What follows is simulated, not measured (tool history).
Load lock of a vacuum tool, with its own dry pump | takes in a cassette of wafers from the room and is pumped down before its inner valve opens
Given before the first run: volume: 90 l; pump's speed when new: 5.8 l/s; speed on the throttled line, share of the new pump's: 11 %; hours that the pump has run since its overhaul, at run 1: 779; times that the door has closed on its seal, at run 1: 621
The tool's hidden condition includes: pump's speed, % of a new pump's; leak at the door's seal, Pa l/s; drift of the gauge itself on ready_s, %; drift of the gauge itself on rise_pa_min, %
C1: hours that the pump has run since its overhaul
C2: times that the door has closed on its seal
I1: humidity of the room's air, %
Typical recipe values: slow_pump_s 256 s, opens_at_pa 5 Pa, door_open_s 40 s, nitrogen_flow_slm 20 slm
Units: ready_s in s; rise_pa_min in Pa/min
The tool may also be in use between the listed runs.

run 1 hour=0.0 | slow_pump_s=256 opens_at_pa=5 door_open_s=40 nitrogen_flow_slm=20 | C1=779 C2=621 | I1=43.7 | ready_s=380.4 rise_pa_min=0.031
run 2 hour=186.1 | slow_pump_s=256 opens_at_pa=10 door_open_s=40 nitrogen_flow_slm=20 | C1=965 C2=1374 | I1=43.8 | ready_s=368.7 rise_pa_min=0.028
run 3 hour=362.8 | slow_pump_s=256 opens_at_pa=10 door_open_s=40 nitrogen_flow_slm=20 | C1=1141 C2=2088 | I1=47.0 | ready_s=372.9 rise_pa_min=0.034
run 4 hour=468.5 | slow_pump_s=256 opens_at_pa=5 door_open_s=40 nitrogen_flow_slm=20 | C1=1247 C2=2515 | I1=46.7 | ready_s=386.9 rise_pa_min=0.036
run 5 hour=587.2 | slow_pump_s=256 opens_at_pa=5 door_open_s=40 nitrogen_flow_slm=20 | C1=1366 C2=2995 | I1=43.1 | ready_s=381.2 rise_pa_min=0.038
run 6 hour=701.6 | slow_pump_s=256 opens_at_pa=5 door_open_s=187 nitrogen_flow_slm=20 | C1=1480 C2=3458 | I1=43.4 | ready_s=384.5 rise_pa_min=0.064
run 7 hour=791.3 | slow_pump_s=313 opens_at_pa=8 door_open_s=78 nitrogen_flow_slm=24 | C1=1570 C2=3820 | I1=46.7 | ready_s=429.7 rise_pa_min=0.046
run 8 hour=932.5 | slow_pump_s=159 opens_at_pa=5 door_open_s=221 nitrogen_flow_slm=25 | C1=1711 C2=4391 | I1=44.7 | ready_s=300.8 rise_pa_min=0.066
run 9 hour=1117.8 | slow_pump_s=256 opens_at_pa=9 door_open_s=75 nitrogen_flow_slm=20 | C1=1896 C2=5140 | I1=44.0 | ready_s=372.8 rise_pa_min=0.061
run 10 hour=1194.5 | slow_pump_s=256 opens_at_pa=4 door_open_s=40 nitrogen_flow_slm=20 | C1=1973 C2=5450 | I1=46.3 | ready_s=389.8 rise_pa_min=0.054
run 11 hour=1270.6 | slow_pump_s=256 opens_at_pa=5 door_open_s=54 nitrogen_flow_slm=20 | C1=2049 C2=5758 | I1=41.6 | ready_s=387.9 rise_pa_min=0.061
run 12 hour=1424.2 | slow_pump_s=256 opens_at_pa=5 door_open_s=54 nitrogen_flow_slm=20 | C1=2203 C2=6379 | I1=45.0 | ready_s=385.1 rise_pa_min=0.061

3 ways to go on from here, each from the tool as it stands after run 12. What would each give?
run A hour=1555.6 | slow_pump_s=256 opens_at_pa=7 door_open_s=119 nitrogen_flow_slm=20 | C1=2334 C2=6910 | I1=48.0 | ready_s=? rise_pa_min=?
run B hour=1555.6 | slow_pump_s=256 opens_at_pa=4 door_open_s=73 nitrogen_flow_slm=10 | C1=2334 C2=6910 | I1=46.9 | ready_s=? rise_pa_min=?
run C hour=1555.6 | slow_pump_s=256 opens_at_pa=5 door_open_s=35 nitrogen_flow_slm=20 | C1=2334 C2=6910 | I1=45.2 | ready_s=? rise_pa_min=?

run=A ready_s=382.7 rise_pa_min=0.077
run=B ready_s=391.3 rise_pa_min=0.081
run=C ready_s=384.3 rise_pa_min=0.060
With no hidden state in the tool, these same runs would have given:
run=A ready_s=379.1 rise_pa_min=0.038
run=B ready_s=387.4 rise_pa_min=0.043
run=C ready_s=380.9 rise_pa_min=0.021

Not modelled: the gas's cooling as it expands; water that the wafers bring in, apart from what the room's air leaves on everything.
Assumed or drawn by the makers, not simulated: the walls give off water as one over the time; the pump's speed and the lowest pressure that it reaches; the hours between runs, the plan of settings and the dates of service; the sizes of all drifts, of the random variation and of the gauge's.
